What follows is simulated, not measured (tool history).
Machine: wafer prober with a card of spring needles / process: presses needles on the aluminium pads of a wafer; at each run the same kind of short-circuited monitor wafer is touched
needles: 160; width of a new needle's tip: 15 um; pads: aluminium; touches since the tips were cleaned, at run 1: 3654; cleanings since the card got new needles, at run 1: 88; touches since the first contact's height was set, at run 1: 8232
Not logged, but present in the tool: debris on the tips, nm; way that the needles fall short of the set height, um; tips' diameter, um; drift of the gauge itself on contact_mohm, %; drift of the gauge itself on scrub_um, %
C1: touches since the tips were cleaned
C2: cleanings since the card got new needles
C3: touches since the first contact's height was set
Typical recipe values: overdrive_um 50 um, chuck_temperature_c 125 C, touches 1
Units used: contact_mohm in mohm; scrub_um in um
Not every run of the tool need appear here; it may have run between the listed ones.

Run 1, day 0.000: usual settings; C1 3654; C2 88; C3 8232. Result: contact_mohm 259 mohm, scrub_um 7.96 um.
At day 0.079: tips cleaned on abrasive film.
At day 0.471: tips cleaned on abrasive film.
Run 2, day 0.621: usual settings; C1 1950; C2 90; C3 16043. Result: contact_mohm 236 mohm, scrub_um 7.95 um.
At day 0.888: tips cleaned on abrasive film.
At day 1.296: tips cleaned on abrasive film.
At day 1.683: tips cleaned on abrasive film.
Run 3, day 1.733: usual settings; C1 622; C2 93; C3 30001. Result: contact_mohm 195 mohm, scrub_um 7.96 um.
At day 2.054: tips cleaned on abrasive film.
Run 4, day 2.338: usual settings; C1 3630; C2 94; C3 37653. Result: contact_mohm 269 mohm, scrub_um 7.82 um.
At day 2.429: tips cleaned on abrasive film.
At day 2.829: tips cleaned on abrasive film.
At day 3.212: tips cleaned on abrasive film.
Run 5, day 3.246: usual settings but chuck_temperature_c 47 C; C1 427; C2 97; C3 49015. Result: contact_mohm 178 mohm, scrub_um 7.78 um.
At day 3.588: tips cleaned on abrasive film.
At day 4.000: tips cleaned on abrasive film.
Run 6, day 4.254: usual settings but chuck_temperature_c 47 C; C1 3225; C2 99; C3 61761. Result: contact_mohm 265 mohm, scrub_um 7.72 um.
At day 4.404: tips cleaned on abrasive film.
At day 4.812: tips cleaned on abrasive film.
Run 7, day 5.108: usual settings but chuck_temperature_c 47 C; C1 3781; C2 101; C3 72520. Result: contact_mohm 270 mohm, scrub_um 7.82 um.
At day 5.196: tips cleaned on abrasive film.
At day 5.633: tips cleaned on abrasive film.
At day 6.004: tips cleaned on abrasive film.
Run 8, day 6.125: usual settings but chuck_temperature_c 92 C; C1 1547; C2 104; C3 85287. Result: contact_mohm 226 mohm, scrub_um 7.77 um.
At day 6.438: tips cleaned on abrasive film.
Run 9, day 6.762: usual settings; C1 4134; C2 105; C3 93330. Result: contact_mohm 285 mohm, scrub_um 7.64 um.
At day 6.829: tips cleaned on abrasive film.
At day 7.200: tips cleaned on abrasive film.
At day 7.633: tips cleaned on abrasive film.
Run 10, day 7.750: usual settings but chuck_temperature_c 49 C; C1 1478; C2 108; C3 105728. Result: contact_mohm 227 mohm, scrub_um 7.68 um.
At day 8.058: tips cleaned on abrasive film.
Run 11, day 8.200: usual settings but chuck_temperature_c 49 C; C1 1802; C2 109; C3 111394. Result: contact_mohm 239 mohm, scrub_um 7.59 um.
At day 8.425: tips cleaned on abrasive film.
At day 8.796: tips cleaned on abrasive film.
Run 12, day 8.796: usual settings but touches 3; C1 0; C2 111; C3 118862. Result: contact_mohm 170 mohm, scrub_um 7.47 um.
At day 9.188: tips cleaned on abrasive film.
Run 13, day 9.262: usual settings but touches 2; C1 994; C2 112; C3 124780. Result: contact_mohm 198 mohm, scrub_um 7.48 um.
At day 9.625: tips cleaned on abrasive film.
Run 14, day 9.938: usual settings but touches 2; C1 4019; C2 113; C3 133320. Result: contact_mohm 240 mohm, scrub_um 7.49 um.
At day 10.033: tips cleaned on abrasive film.
At day 10.458: tips cleaned on abrasive film.
At day 10.654: height of the first contact set anew.
Run 15, day 10.721: usual settings but overdrive_um 43 um, chuck_temperature_c 52 C, touches 2; C1 3164; C2 115; C3 875. Result: contact_mohm 246 mohm, scrub_um 6.90 um.
At day 10.904: tips cleaned on abrasive film.
At day 11.288: tips cleaned on abrasive film.
Run 16, day 11.317: usual settings but overdrive_um 59 um, chuck_temperature_c 69 C; C1 346; C2 117; C3 8312. Result: contact_mohm 166 mohm, scrub_um 9.51 um.
At day 11.717: tips cleaned on abrasive film.
At day 12.146: tips cleaned on abrasive film.
Run 17, day 12.379: usual settings but overdrive_um 59 um, chuck_temperature_c 69 C; C1 2981; C2 119; C3 21738. Result: contact_mohm 233 mohm, scrub_um 9.30 um.
At day 12.575: tips cleaned on abrasive film.
Run 18, day 12.871: usual settings but overdrive_um 51 um; C1 3750; C2 120; C3 27941. Result: contact_mohm 275 mohm, scrub_um 8.14 um.
At day 12.946: tips cleaned on abrasive film.
At day 13.383: tips cleaned on abrasive film.
Run 19, day 13.404: usual settings but overdrive_um 51 um; C1 245; C2 122; C3 34625. Result: contact_mohm 194 mohm, scrub_um 8.03 um.
At day 13.800: tips cleaned on abrasive film.
At day 14.167: tips cleaned on abrasive film.
Run 20, day 14.354: usual settings but overdrive_um 58 um; C1 2395; C2 124; C3 46593. Result: contact_mohm 229 mohm, scrub_um 9.11 um.

Expected results for the next run?
At day 14.558: tips cleaned on abrasive film.
At day 14.929: tips cleaned on abrasive film.
Run 21, day 15.221: usual settings but overdrive_um 56 um, chuck_temperature_c 35 C, touches 2; C1 3663; C2 126; C3 57492. Result: contact_mohm ?, scrub_um ?.

{"run 21": {"contact_mohm": 206, "scrub_um": 8.73}}
Take away the tool's hidden state, keep the run-to-run variation as it was, and the same run would have given contact_mohm 135 mohm, scrub_um 8.92 um.
